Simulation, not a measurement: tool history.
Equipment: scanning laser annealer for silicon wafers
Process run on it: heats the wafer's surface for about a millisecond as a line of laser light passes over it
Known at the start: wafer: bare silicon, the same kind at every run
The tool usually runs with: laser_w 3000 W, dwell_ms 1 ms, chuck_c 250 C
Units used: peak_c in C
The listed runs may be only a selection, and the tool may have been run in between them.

Run 1, hour 0: usual settings. Result: peak_c 1015 C.
Run 2, hour 9.6: usual settings. Result: peak_c 1015 C.
Run 3, hour 16.3: usual settings. Result: peak_c 1014 C.
Run 4, hour 26.2: usual settings. Result: peak_c 1014 C.
Run 5, hour 34.5: usual settings. Result: peak_c 1014 C.
Run 6, hour 41.4: usual settings. Result: peak_c 1012 C.
Run 7, hour 46.6: usual settings. Result: peak_c 1012 C.
Run 8, hour 54.3: usual settings. Result: peak_c 1010 C.
Run 9, hour 58.7: usual settings. Result: peak_c 1014 C.
Run 10, hour 67.5: usual settings but laser_w 3071 W, dwell_ms 0.72 ms, chuck_c 268 C. Result: peak_c 944 C.
At hour 71: laser's power meter calibrated.
Run 11, hour 76.1: usual settings but laser_w 2958 W, dwell_ms 1.12 ms, chuck_c 277 C. Result: peak_c 1065 C.
Run 12, hour 80.9: usual settings but laser_w 2718 W, chuck_c 253 C. Result: peak_c 950 C.
Run 13, hour 89.3: usual settings but dwell_ms 0.78 ms, chuck_c 274 C. Result: peak_c 961 C.
Run 14, hour 94.8: usual settings but laser_w 2632 W, dwell_ms 0.71 ms, chuck_c 234 C. Result: peak_c 816 C.
Run 15, hour 101.3: usual settings but laser_w 2935 W, dwell_ms 1.21 ms, chuck_c 225 C. Result: peak_c 1036 C.
Run 16, hour 109.5: usual settings but laser_w 2701 W, chuck_c 282 C. Result: peak_c 972 C.
Run 17, hour 117.6: usual settings but laser_w 2701 W, chuck_c 282 C. Result: peak_c 971 C.
Run 18, hour 124.5: usual settings but laser_w 2701 W, chuck_c 282 C. Result: peak_c 972 C.

Branching from run 18: 4 alternative next runs. What would each branch give?
At hour 132.9: laser's power meter calibrated, once more.
Run A, hour 134.4: usual settings but laser_w 2701 W, dwell_ms 0.82 ms, chuck_c 282 C. Result: peak_c ?.
At hour 132.9: laser's power meter calibrated, once more.
Run B, hour 134.4: usual settings but laser_w 2894 W, chuck_c 282 C. Result: peak_c ?.
At hour 132.9: laser's power meter calibrated, once more.
Run C, hour 134.4: usual settings but laser_w 2905 W, dwell_ms 0.87 ms. Result: peak_c ?.
At hour 132.9: laser's power meter calibrated, once more.
Run D, hour 134.4: usual settings but laser_w 3201 W, chuck_c 290 C. Result: peak_c ?.

run  peak_c
  A     915
  B    1018
  C     943
  D    1092
The same runs, with their run-to-run variation unchanged, on a tool lacking any hidden condition would have given:
run  peak_c
  A     939
  B    1046
  C     970
  D    1123
